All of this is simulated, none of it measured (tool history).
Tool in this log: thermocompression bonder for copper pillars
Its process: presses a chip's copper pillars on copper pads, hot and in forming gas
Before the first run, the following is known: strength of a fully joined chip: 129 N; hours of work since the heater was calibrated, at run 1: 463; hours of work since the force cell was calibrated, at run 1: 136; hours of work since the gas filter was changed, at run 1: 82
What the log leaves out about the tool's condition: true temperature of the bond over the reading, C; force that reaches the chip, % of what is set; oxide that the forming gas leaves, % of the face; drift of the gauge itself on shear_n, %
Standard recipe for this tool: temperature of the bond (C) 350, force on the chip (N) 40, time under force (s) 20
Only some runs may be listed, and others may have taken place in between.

| run | day | temperature of the bond (C) | force on the chip (N) | time under force (s) | hours of work since the heater was calibrated | hours of work since the force cell was calibrated | hours of work since the gas filter was changed | force that shears a chip off (N) |
|---|---|---|---|---|---|---|---|---|
| 1 | 0 | 350 | 40 | 20 | 463 | 136 | 82 | 92.5 |
| 2 | 0.292 | 350 | 40 | 20 | 467 | 140 | 86 | 91.6 |
| 3 | 0.571 | 322 | 40 | 20 | 471 | 144 | 90 | 74 |
| 4 | 0.75 | 322 | 40 | 20 | 474 | 146 | 93 | 72.5 |
| 5 | 1.117 | 350 | 40 | 12 | 479 | 151 | 98 | 79 |
| 6 | 1.375 | 350 | 40 | 20 | 483 | 155 | 102 | 89.5 |
| 7 | 1.783 | 340 | 40 | 20 | 488 | 161 | 108 | 83.8 |
| 8 | 1.992 | 340 | 40 | 20 | 491 | 164 | 111 | 84.4 |
| 9 | 2.225 | 350 | 42 | 20 | 495 | 167 | 114 | 90.9 |
| 10 | 2.621 | 361 | 40 | 20 | 500 | 173 | 120 | 95.1 |
| 11 | 2.883 | 350 | 29 | 20 | 504 | 177 | 123 | 81.3 |
| 12 | 3.217 | 350 | 37 | 20 | 509 | 182 | 128 | 87.9 |
| 13 | 3.546 | 350 | 37 | 20 | 514 | 186 | 133 | 87.9 |
| 14 | 3.846 | 350 | 40 | 20 | 518 | 191 | 137 | 90.4 |
|  | 3.929 | force cell calibrated |
| 15 | 4.283 | 350 | 40 | 20 | 523 | 5 | 143 | 89.8 |
| 16 | 4.538 | 350 | 40 | 20 | 527 | 9 | 146 | 87.8 |
| 17 | 4.808 | 350 | 40 | 20 | 531 | 13 | 150 | 89.2 |
| 18 | 5.125 | 350 | 40 | 20 | 535 | 17 | 155 | 88.9 |
| 19 | 5.475 | 350 | 40 | 20 | 540 | 22 | 160 | 86.6 |
|  | 5.604 | force cell calibrated, once more |
| 20 | 5.946 | 350 | 40 | 20 | 546 | 5 | 166 | 88.4 |
| 21 | 6.192 | 374 | 27 | 29 | 550 | 8 | 169 | 96.9 |
| 22 | 6.379 | 378 | 47 | 32 | 552 | 11 | 172 | 109.3 |
|  | 6.654 | forming gas filter changed |
| 23 | 6.775 | 375 | 48 | 34 | 558 | 16 | 2 | 118.8 |
| 24 | 7.017 | 375 | 48 | 34 | 561 | 20 | 5 | 120.8 |
| 25 | 7.425 | 375 | 48 | 34 | 567 | 26 | 11 | 119.4 |
| 26 | 7.838 | 328 | 27 | 20 | 573 | 32 | 17 | 68.9 |
| 27 | 8.071 | 328 | 27 | 20 | 576 | 35 | 20 | 69 |
| 28 | 8.292 | 328 | 27 | 20 | 579 | 38 | 23 | 68.7 |
| 29 | 8.642 | 328 | 27 | 20 | 584 | 43 | 28 | 69.8 |
| 30 | 9.058 | 341 | 41 | 16 | 590 | 49 | 34 | 83.9 |
| 31 | 9.25 | 362 | 36 | 20 | 593 | 52 | 37 | 99.9 |
| 32 | 9.65 | 362 | 36 | 20 | 599 | 58 | 43 | 99.6 |
| 33 | 9.888 | 362 | 25 | 11 | 602 | 61 | 46 | 73.4 |
| 34 | 10.067 | 350 | 35 | 13 | 605 | 64 | 49 | 81.2 |
| 35 | 10.288 | 372 | 35 | 13 | 608 | 67 | 52 | 91.7 |
| 36 | 10.604 | 372 | 46 | 53 | 612 | 71 | 56 | 121 |
| 37 | 10.775 | 332 | 46 | 53 | 615 | 74 | 59 | 105.8 |
| 38 | 11.129 | 328 | 28 | 29 | 620 | 79 | 64 | 77.7 |
| 39 | 11.408 | 376 | 35 | 33 | 624 | 83 | 68 | 113.3 |
| 40 | 11.638 | 350 | 55 | 20 | 627 | 86 | 71 | 99.3 |

What if the next run were any one of these 3? Each begins from the tool's condition after run 40:
| A | 11.962 | 350 | 50 | 16 | 632 | 91 | 76 | ? |
| B | 11.962 | 350 | 53 | 22 | 632 | 91 | 76 | ? |
| C | 11.962 | 350 | 37 | 20 | 632 | 91 | 76 | ? |

| run | force that shears a chip off (N) |
|---|---|
| A | 94.7 |
| B | 102.5 |
| C | 91.7 |
Stripped of hidden state, with their random variation kept, the same runs would have yielded:
| run | force that shears a chip off (N) |
|---|---|
| A | 92.8 |
| B | 101.4 |
| C | 89.5 |
